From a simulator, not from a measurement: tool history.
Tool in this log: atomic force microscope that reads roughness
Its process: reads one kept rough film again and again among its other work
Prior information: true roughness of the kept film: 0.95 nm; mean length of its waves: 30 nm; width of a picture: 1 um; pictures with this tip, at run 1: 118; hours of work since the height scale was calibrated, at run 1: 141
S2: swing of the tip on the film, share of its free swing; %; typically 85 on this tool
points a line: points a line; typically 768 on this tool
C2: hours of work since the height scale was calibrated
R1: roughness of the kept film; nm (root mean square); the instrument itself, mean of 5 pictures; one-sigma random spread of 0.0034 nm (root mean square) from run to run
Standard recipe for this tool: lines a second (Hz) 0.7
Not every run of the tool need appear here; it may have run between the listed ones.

run 1 hour=0 | lines_a_second_(Hz)=0.7 S2=85 points_a_line=768 | pictures_with_this_tip=118 C2=141 | R1=0.843
run 2 hour=15.9 | lines_a_second_(Hz)=0.7 S2=85 points_a_line=768 | pictures_with_this_tip=136 C2=152 | R1=0.833
run 3 hour=27.9 | lines_a_second_(Hz)=0.7 S2=85 points_a_line=768 | pictures_with_this_tip=149 C2=160 | R1=0.836
run 4 hour=50.4 | lines_a_second_(Hz)=0.7 S2=85 points_a_line=597 | pictures_with_this_tip=174 C2=176 | R1=0.832
run 5 hour=64.8 | lines_a_second_(Hz)=0.7 S2=85 points_a_line=597 | pictures_with_this_tip=189 C2=186 | R1=0.824
run 6 hour=85.2 | lines_a_second_(Hz)=0.7 S2=85 points_a_line=597 | pictures_with_this_tip=212 C2=200 | R1=0.823
run 7 hour=98.6 | lines_a_second_(Hz)=0.7 S2=85 points_a_line=300 | pictures_with_this_tip=226 C2=209 | R1=0.811
run 8 hour=116 | lines_a_second_(Hz)=0.7 S2=85 points_a_line=300 | pictures_with_this_tip=245 C2=221 | R1=0.801
run 9 hour=134.5 | lines_a_second_(Hz)=0.7 S2=85 points_a_line=300 | pictures_with_this_tip=266 C2=233 | R1=0.795
run 10 hour=150.9 | lines_a_second_(Hz)=0.7 S2=85 points_a_line=300 | pictures_with_this_tip=284 C2=245 | R1=0.797
-- hour=154.4 new tip fitted
run 11 hour=172 | lines_a_second_(Hz)=0.7 S2=85 points_a_line=300 | pictures_with_this_tip=19 C2=259 | R1=0.859
run 12 hour=194.6 | lines_a_second_(Hz)=0.7 S2=85 points_a_line=300 | pictures_with_this_tip=44 C2=274 | R1=0.845
run 13 hour=206.5 | lines_a_second_(Hz)=0.7 S2=85 points_a_line=768 | pictures_with_this_tip=57 C2=282 | R1=0.853
run 14 hour=227.4 | lines_a_second_(Hz)=0.7 S2=85 points_a_line=768 | pictures_with_this_tip=80 C2=297 | R1=0.85
run 15 hour=250.8 | lines_a_second_(Hz)=0.7 S2=85 points_a_line=768 | pictures_with_this_tip=106 C2=313 | R1=0.845
run 16 hour=271.5 | lines_a_second_(Hz)=0.7 S2=85 points_a_line=768 | pictures_with_this_tip=129 C2=327 | R1=0.846
run 17 hour=289.6 | lines_a_second_(Hz)=0.7 S2=85 points_a_line=768 | pictures_with_this_tip=148 C2=340 | R1=0.842
run 18 hour=310.9 | lines_a_second_(Hz)=0.529 S2=85 points_a_line=768 | pictures_with_this_tip=172 C2=354 | R1=0.838
run 19 hour=326.1 | lines_a_second_(Hz)=0.529 S2=85 points_a_line=768 | pictures_with_this_tip=188 C2=365 | R1=0.842
run 20 hour=344.5 | lines_a_second_(Hz)=0.529 S2=85 points_a_line=768 | pictures_with_this_tip=209 C2=377 | R1=0.83
run 21 hour=359.8 | lines_a_second_(Hz)=0.529 S2=85 points_a_line=768 | pictures_with_this_tip=225 C2=388 | R1=0.832
run 22 hour=379.9 | lines_a_second_(Hz)=0.529 S2=85 points_a_line=768 | pictures_with_this_tip=248 C2=401 | R1=0.823
run 23 hour=390.1 | lines_a_second_(Hz)=0.529 S2=85 points_a_line=768 | pictures_with_this_tip=259 C2=408 | R1=0.82
run 24 hour=411.9 | lines_a_second_(Hz)=0.529 S2=85 points_a_line=768 | pictures_with_this_tip=283 C2=423 | R1=0.813
-- hour=416.3 new tip fitted
run 25 hour=432.7 | lines_a_second_(Hz)=1.2 S2=85 points_a_line=768 | pictures_with_this_tip=18 C2=437 | R1=0.834
run 26 hour=450 | lines_a_second_(Hz)=0.926 S2=63 points_a_line=768 | pictures_with_this_tip=37 C2=449 | R1=0.877
run 27 hour=473.4 | lines_a_second_(Hz)=0.926 S2=63 points_a_line=768 | pictures_with_this_tip=63 C2=465 | R1=0.874
run 28 hour=495.6 | lines_a_second_(Hz)=0.7 S2=77 points_a_line=763 | pictures_with_this_tip=87 C2=480 | R1=0.855
run 29 hour=506.4 | lines_a_second_(Hz)=0.885 S2=85 points_a_line=458 | pictures_with_this_tip=99 C2=488 | R1=0.832
run 30 hour=524.7 | lines_a_second_(Hz)=0.669 S2=55 points_a_line=509 | pictures_with_this_tip=119 C2=500 | R1=0.862
run 31 hour=545.8 | lines_a_second_(Hz)=0.669 S2=55 points_a_line=509 | pictures_with_this_tip=142 C2=515 | R1=0.86
run 32 hour=556.7 | lines_a_second_(Hz)=0.735 S2=80 points_a_line=358 | pictures_with_this_tip=154 C2=522 | R1=0.825
run 33 hour=577.9 | lines_a_second_(Hz)=1.781 S2=90 points_a_line=561 | pictures_with_this_tip=177 C2=537 | R1=0.749
run 34 hour=593.9 | lines_a_second_(Hz)=1.781 S2=90 points_a_line=347 | pictures_with_this_tip=195 C2=548 | R1=0.747
run 35 hour=606.4 | lines_a_second_(Hz)=0.894 S2=63 points_a_line=347 | pictures_with_this_tip=209 C2=556 | R1=0.825
run 36 hour=622.5 | lines_a_second_(Hz)=0.894 S2=63 points_a_line=347 | pictures_with_this_tip=226 C2=568 | R1=0.83
run 37 hour=640.5 | lines_a_second_(Hz)=0.894 S2=63 points_a_line=347 | pictures_with_this_tip=246 C2=580 | R1=0.83
run 38 hour=659.1 | lines_a_second_(Hz)=0.989 S2=59 points_a_line=261 | pictures_with_this_tip=266 C2=593 | R1=0.817
run 39 hour=677.1 | lines_a_second_(Hz)=0.989 S2=59 points_a_line=261 | pictures_with_this_tip=286 C2=605 | R1=0.814
-- hour=679 new tip fitted
run 40 hour=697.8 | lines_a_second_(Hz)=0.825 S2=71 points_a_line=273 | pictures_with_this_tip=20 C2=619 | R1=0.862
run 41 hour=716.5 | lines_a_second_(Hz)=2.984 S2=68 points_a_line=413 | pictures_with_this_tip=41 C2=632 | R1=0.835
run 42 hour=739.2 | lines_a_second_(Hz)=2.984 S2=68 points_a_line=413 | pictures_with_this_tip=66 C2=647 | R1=0.819
run 43 hour=753.8 | lines_a_second_(Hz)=2.984 S2=68 points_a_line=413 | pictures_with_this_tip=82 C2=657 | R1=0.822
run 44 hour=776.1 | lines_a_second_(Hz)=2.984 S2=68 points_a_line=413 | pictures_with_this_tip=106 C2=673 | R1=0.816
run 45 hour=794 | lines_a_second_(Hz)=1.757 S2=57 points_a_line=339 | pictures_with_this_tip=126 C2=685 | R1=0.849
run 46 hour=814.8 | lines_a_second_(Hz)=1.619 S2=76 points_a_line=339 | pictures_with_this_tip=149 C2=699 | R1=0.815
run 47 hour=836 | lines_a_second_(Hz)=3.165 S2=63 points_a_line=848 | pictures_with_this_tip=172 C2=714 | R1=0.817
run 48 hour=857.9 | lines_a_second_(Hz)=0.914 S2=85 points_a_line=768 | pictures_with_this_tip=196 C2=729 | R1=0.813
run 49 hour=871.4 | lines_a_second_(Hz)=0.914 S2=85 points_a_line=768 | pictures_with_this_tip=211 C2=738 | R1=0.811

Each row is a separate what-if for the run after 49, all from the same tool condition, not one after another. Results?
run A hour=882.5 | lines_a_second_(Hz)=0.802 S2=87 points_a_line=768 | pictures_with_this_tip=223 C2=745 | R1=?
run B hour=882.5 | lines_a_second_(Hz)=0.914 S2=85 points_a_line=817 | pictures_with_this_tip=223 C2=745 | R1=?
run C hour=882.5 | lines_a_second_(Hz)=0.7 S2=84 points_a_line=885 | pictures_with_this_tip=223 C2=745 | R1=?
run D hour=882.5 | lines_a_second_(Hz)=0.7 S2=85 points_a_line=425 | pictures_with_this_tip=223 C2=745 | R1=?

run=A R1=0.808
run=B R1=0.805
run=C R1=0.822
run=D R1=0.817
Take away the tool's hidden state, keep each run's random variation, and the runs would have read:
run=A R1=0.861
run=B R1=0.858
run=C R1=0.875
run=D R1=0.87
